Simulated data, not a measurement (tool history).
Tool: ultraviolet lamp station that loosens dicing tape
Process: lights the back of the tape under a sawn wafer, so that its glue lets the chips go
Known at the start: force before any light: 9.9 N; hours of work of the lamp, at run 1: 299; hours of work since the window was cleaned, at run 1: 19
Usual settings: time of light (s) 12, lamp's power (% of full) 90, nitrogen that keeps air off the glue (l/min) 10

run	hour	time of light (s)	lamp's power (% of full)	nitrogen that keeps air off the glue (l/min)	hours of work of the lamp	hours of work since the window was cleaned	force that peels the tape off (N)	light that reached the tape (J/m2)
1	0	12	90	10	299	19	0.776	2710
2	32.5	12	61	10	316	36	1.557	1850
3	75.8	12	61	10	338	58	1.627	1840
4	115.1	12	90	3	359	78	1.469	2690
5	151.1	12	90	3	377	97	1.48	2710
6	205.3	12	90	10	405	125	0.759	2740
7	235.8	12	90	10	421	141	0.732	2720
8	274.2	12	90	10	441	161	0.771	2690
9	307.8	12	90	7	458	178	0.919	2740
10	351.4	12	90	10	481	201	0.782	2700
11	393.2	12	90	10	502	222	0.768	2710
12	437.6	12	90	10	525	245	0.786	2700
# hour 471: window cleaned of glue's vapour
13	489	12	90	10	552	9	0.764	2730
14	543.5	12	90	10	580	37	0.766	2720
15	593.2	6	85	10	605	63	2.671	1290
16	625.3	9	64	3	622	80	3.51	1430
17	681.6	15	81	10	651	109	0.6	3060
18	737.7	8	81	12	680	138	1.75	1600
19	781.6	8	81	12	703	160	1.813	1630
20	832.9	8	66	8	729	187	2.771	1300
21	862.1	8	66	8	744	202	2.827	1350
22	894.9	8	66	8	761	219	2.774	1300
23	925.9	8	66	5	777	235	3.289	1310
24	967.7	8	66	5	799	257	3.361	1290
# hour 982.5: window cleaned of glue's vapour
25	993	8	66	5	812	5	3.264	1300

Forecast each of these 3 alternatives for the next run:
A	1036.1	12	96	6	834	28	?	?
B	1036.1	12	66	4	834	28	?	?
C	1036.1	9	76	9	834	28	?	?

run	force that peels the tape off (N)	light that reached the tape (J/m2)
A	0.862	2870
B	2.167	1990
C	1.892	1740
Without the tool's hidden state the same runs would have given:
run	force that peels the tape off (N)	light that reached the tape (J/m2)
A	0.86	2880
B	2.163	1990
C	1.888	1750
